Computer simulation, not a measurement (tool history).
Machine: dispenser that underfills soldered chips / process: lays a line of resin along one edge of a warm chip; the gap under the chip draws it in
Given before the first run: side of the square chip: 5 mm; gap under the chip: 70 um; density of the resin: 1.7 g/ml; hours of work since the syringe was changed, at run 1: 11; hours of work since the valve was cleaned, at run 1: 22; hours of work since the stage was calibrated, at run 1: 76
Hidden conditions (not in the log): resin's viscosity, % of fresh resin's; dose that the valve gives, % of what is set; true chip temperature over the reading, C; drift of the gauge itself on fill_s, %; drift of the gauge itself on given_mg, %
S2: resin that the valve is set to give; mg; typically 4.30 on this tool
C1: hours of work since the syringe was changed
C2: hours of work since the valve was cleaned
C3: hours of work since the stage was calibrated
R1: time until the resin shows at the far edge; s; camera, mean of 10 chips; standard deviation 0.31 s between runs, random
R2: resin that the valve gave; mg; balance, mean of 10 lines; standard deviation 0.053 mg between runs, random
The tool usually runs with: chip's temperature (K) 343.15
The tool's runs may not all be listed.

{"run": 1, "hour": 0.0, "chip's temperature (K)": 343.15, "S2": 4.3, "C1": 11, "C2": 22, "C3": 76, "R1": 13.5, "R2": 4.2}
{"hour": 1.5, "done": "new syringe of resin"}
{"run": 2, "hour": 9.6, "chip's temperature (K)": 343.15, "S2": 4.3, "C1": 6, "C2": 29, "C3": 83, "R1": 11.7, "R2": 4.19}
{"hour": 16.7, "done": "new syringe of resin"}
{"run": 3, "hour": 18.2, "chip's temperature (K)": 343.15, "S2": 4.3, "C1": 1, "C2": 36, "C3": 90, "R1": 9.6, "R2": 4.11}
{"run": 4, "hour": 23.8, "chip's temperature (K)": 343.15, "S2": 4.3, "C1": 6, "C2": 40, "C3": 94, "R1": 11.2, "R2": 4.24}
{"run": 5, "hour": 29.1, "chip's temperature (K)": 343.15, "S2": 4.3, "C1": 10, "C2": 44, "C3": 98, "R1": 13.8, "R2": 4.12}
{"hour": 32.1, "done": "new syringe of resin"}
{"run": 6, "hour": 34.5, "chip's temperature (K)": 343.15, "S2": 5.48, "C1": 2, "C2": 48, "C3": 102, "R1": 10.2, "R2": 5.31}
{"run": 7, "hour": 38.6, "chip's temperature (K)": 343.15, "S2": 3.81, "C1": 5, "C2": 52, "C3": 106, "R1": 11.4, "R2": 3.71}
{"hour": 47.6, "done": "new syringe of resin"}
{"run": 8, "hour": 47.6, "chip's temperature (K)": 343.15, "S2": 3.81, "C1": 0, "C2": 58, "C3": 112, "R1": 10.4, "R2": 3.64}
{"run": 9, "hour": 55.9, "chip's temperature (K)": 343.15, "S2": 3.81, "C1": 7, "C2": 65, "C3": 119, "R1": 12.5, "R2": 3.7}
{"run": 10, "hour": 61.8, "chip's temperature (K)": 343.15, "S2": 4.25, "C1": 11, "C2": 69, "C3": 123, "R1": 13.6, "R2": 4.11}
{"hour": 63.0, "done": "new syringe of resin"}
{"run": 11, "hour": 70.4, "chip's temperature (K)": 343.15, "S2": 5.28, "C1": 6, "C2": 76, "C3": 130, "R1": 11.5, "R2": 5.01}
{"hour": 78.6, "done": "new syringe of resin"}
{"run": 12, "hour": 79.7, "chip's temperature (K)": 343.15, "S2": 4.3, "C1": 1, "C2": 83, "C3": 137, "R1": 9.8, "R2": 4.01}
{"run": 13, "hour": 86.8, "chip's temperature (K)": 344.15, "S2": 4.3, "C1": 6, "C2": 89, "C3": 143, "R1": 11.8, "R2": 3.97}
{"hour": 93.6, "done": "new syringe of resin"}
{"run": 14, "hour": 94.5, "chip's temperature (K)": 343.15, "S2": 3.81, "C1": 1, "C2": 94, "C3": 148, "R1": 9.8, "R2": 3.47}
{"run": 15, "hour": 101.6, "chip's temperature (K)": 336.15, "S2": 3.75, "C1": 6, "C2": 100, "C3": 154, "R1": 18.3, "R2": 3.43}
{"hour": 108.8, "done": "new syringe of resin"}
{"run": 16, "hour": 110.5, "chip's temperature (K)": 344.15, "S2": 3.75, "C1": 1, "C2": 107, "C3": 161, "R1": 9.9, "R2": 3.44}
{"run": 17, "hour": 117.5, "chip's temperature (K)": 344.15, "S2": 3.75, "C1": 7, "C2": 112, "C3": 166, "R1": 12.5, "R2": 3.46}
{"hour": 123.8, "done": "new syringe of resin"}
{"run": 18, "hour": 123.8, "chip's temperature (K)": 330.15, "S2": 5.18, "C1": 0, "C2": 117, "C3": 171, "R1": 18.7, "R2": 4.69}
{"run": 19, "hour": 131.6, "chip's temperature (K)": 351.15, "S2": 4.97, "C1": 6, "C2": 123, "C3": 177, "R1": 7.5, "R2": 4.49}
{"hour": 135.8, "done": "dispensing valve cleaned and set on the balance"}
{"hour": 139.9, "done": "new syringe of resin"}
{"run": 20, "hour": 141.5, "chip's temperature (K)": 343.15, "S2": 4.81, "C1": 1, "C2": 4, "C3": 183, "R1": 10.3, "R2": 4.87}
{"run": 21, "hour": 147.9, "chip's temperature (K)": 357.15, "S2": 4.34, "C1": 6, "C2": 9, "C3": 188, "R1": 5.9, "R2": 4.22}
{"run": 22, "hour": 153.6, "chip's temperature (K)": 355.15, "S2": 4.94, "C1": 11, "C2": 14, "C3": 193, "R1": 7.7, "R2": 4.81}
{"hour": 155.0, "done": "new syringe of resin"}
{"run": 23, "hour": 161.6, "chip's temperature (K)": 329.15, "S2": 3.75, "C1": 5, "C2": 20, "C3": 199, "R1": 25.0, "R2": 3.78}
{"run": 24, "hour": 168.8, "chip's temperature (K)": 332.15, "S2": 4.52, "C1": 11, "C2": 25, "C3": 204, "R1": 24.1, "R2": 4.44}
{"hour": 169.9, "done": "new syringe of resin"}
{"run": 25, "hour": 173.1, "chip's temperature (K)": 332.15, "S2": 4.52, "C1": 3, "C2": 28, "C3": 208, "R1": 18.6, "R2": 4.51}
{"run": 26, "hour": 178.2, "chip's temperature (K)": 341.15, "S2": 5.07, "C1": 6, "C2": 32, "C3": 212, "R1": 13.0, "R2": 5.0}
{"run": 27, "hour": 184.1, "chip's temperature (K)": 358.15, "S2": 3.94, "C1": 11, "C2": 37, "C3": 216, "R1": 6.9, "R2": 3.9}
{"hour": 185.0, "done": "new syringe of resin"}
{"run": 28, "hour": 188.5, "chip's temperature (K)": 340.15, "S2": 4.3, "C1": 3, "C2": 40, "C3": 219, "R1": 12.9, "R2": 4.19}

Predict each of these 5 candidate next runs independently; none follows another, all start after run 28:
{"run": "A", "hour": 194.9, "chip's temperature (K)": 342.15, "S2": 4.3, "C1": 8, "C2": 45, "C3": 224, "R1": "?", "R2": "?"}
{"run": "B", "hour": 194.9, "chip's temperature (K)": 337.15, "S2": 5.46, "C1": 8, "C2": 45, "C3": 224, "R1": "?", "R2": "?"}
{"run": "C", "hour": 194.9, "chip's temperature (K)": 340.15, "S2": 4.45, "C1": 8, "C2": 45, "C3": 224, "R1": "?", "R2": "?"}
{"run": "D", "hour": 194.9, "chip's temperature (K)": 332.15, "S2": 4.15, "C1": 8, "C2": 45, "C3": 224, "R1": "?", "R2": "?"}
{"run": "E", "hour": 194.9, "chip's temperature (K)": 343.15, "S2": 4.41, "C1": 8, "C2": 45, "C3": 224, "R1": "?", "R2": "?"}

run=A R1=13.7 R2=4.16
run=B R1=16.4 R2=5.27
run=C R1=14.7 R2=4.31
run=D R1=22.4 R2=3.96
run=E R1=12.4 R2=4.18
Take away the tool's hidden state, keep each run's random variation, and the runs would have read:
run=A R1=10.2 R2=4.31
run=B R1=12.2 R2=5.45
run=C R1=11.0 R2=4.45
run=D R1=16.6 R2=4.10
run=E R1=9.2 R2=4.33
